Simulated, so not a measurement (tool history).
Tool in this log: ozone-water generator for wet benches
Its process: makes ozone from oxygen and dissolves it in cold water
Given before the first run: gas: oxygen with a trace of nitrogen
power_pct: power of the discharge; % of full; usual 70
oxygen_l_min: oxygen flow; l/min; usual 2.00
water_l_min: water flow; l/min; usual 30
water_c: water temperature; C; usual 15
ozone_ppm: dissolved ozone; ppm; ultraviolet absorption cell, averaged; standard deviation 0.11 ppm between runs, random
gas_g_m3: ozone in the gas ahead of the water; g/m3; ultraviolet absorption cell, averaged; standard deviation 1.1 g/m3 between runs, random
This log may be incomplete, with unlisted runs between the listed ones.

run	hour	power_pct	oxygen_l_min	water_l_min	water_c	ozone_ppm	gas_g_m3
1	0.0	70	2.00	30	15	9.0	193.0
2	32.1	70	2.00	30	15	9.2	191.5
3	46.9	70	2.00	30	15	8.9	190.7
4	67.5	70	2.00	30	15	9.2	191.2
5	95.8	70	2.00	30	13	9.1	192.8
6	126.0	70	2.00	30	13	9.0	192.4
7	152.4	70	2.00	30	13	9.2	192.5
8	173.6	70	2.00	30	13	9.1	189.7
9	201.3	70	2.00	30	13	9.2	191.2
10	223.3	70	2.00	45	13	5.8	192.5
11	252.2	70	2.00	45	13	5.8	191.4
12	281.8	70	2.00	45	13	5.6	190.9
13	306.1	70	2.00	45	13	5.7	189.5
14	340.0	70	2.00	45	13	5.8	191.7
15	359.7	70	2.00	22	15	12.2	191.0
16	392.3	70	2.00	32	15	8.4	190.5
17	416.6	70	1.21	32	15	7.5	268.9
18	451.8	98	2.60	23	8	15.9	195.0
19	479.0	54	1.84	25	15	9.2	174.7
20	513.7	82	2.71	25	8	12.8	170.7
21	536.4	80	1.32	28	13	9.8	273.3
22	559.9	80	1.32	28	13	9.8	273.4
23	578.4	41	1.34	36	16	4.9	183.2
24	600.1	41	1.34	40	12	4.4	183.7
25	635.1	99	2.00	30	11	11.0	233.0
26	658.1	99	2.00	30	11	11.0	233.2
27	687.4	99	2.00	30	11	11.1	231.3
28	722.9	83	3.53	44	15	7.1	142.7
29	756.0	83	3.53	44	15	7.1	144.2
30	786.4	83	3.53	44	16	7.0	142.8

How would selected steps in gas_g_m3 from run to run divide? Give the signed amount a tool lacking its hidden state would still show from settings, what came in and random variation, and the signed amount left for the hidden state, including any gauge scatter that is not in both of the compared results.
Hidden state at play: yield of the discharge, % of new electrodes'; contactor's efficiency, % of a clean one's; true water temperature over the reading, C; drift of the gauge itself on ozone_ppm, %; drift of the gauge itself on gas_g_m3, %.
Run 20 -> 21: power_pct 82 -> 80, oxygen_l_min 2.71 -> 1.32, water_l_min 25 -> 28, water_c 8 -> 13. gas_g_m3 +102.6 g/m3: hidden state -0.9, all else +103.5.
Run 22 -> 23: power_pct 80 -> 41, oxygen_l_min 1.32 -> 1.34, water_l_min 28 -> 36, water_c 13 -> 16. gas_g_m3 -90.2 g/m3: hidden state +1.4, all else -91.6.
Run 24 -> 25: power_pct 41 -> 99, oxygen_l_min 1.34 -> 2.00, water_l_min 40 -> 30, water_c 12 -> 11. gas_g_m3 +49.3 g/m3: hidden state -1.4, all else +50.7.
Run 27 -> 28: power_pct 99 -> 83, oxygen_l_min 2.00 -> 3.53, water_l_min 30 -> 44, water_c 11 -> 15. gas_g_m3 -88.6 g/m3: hidden state +1.2, all else -89.8.
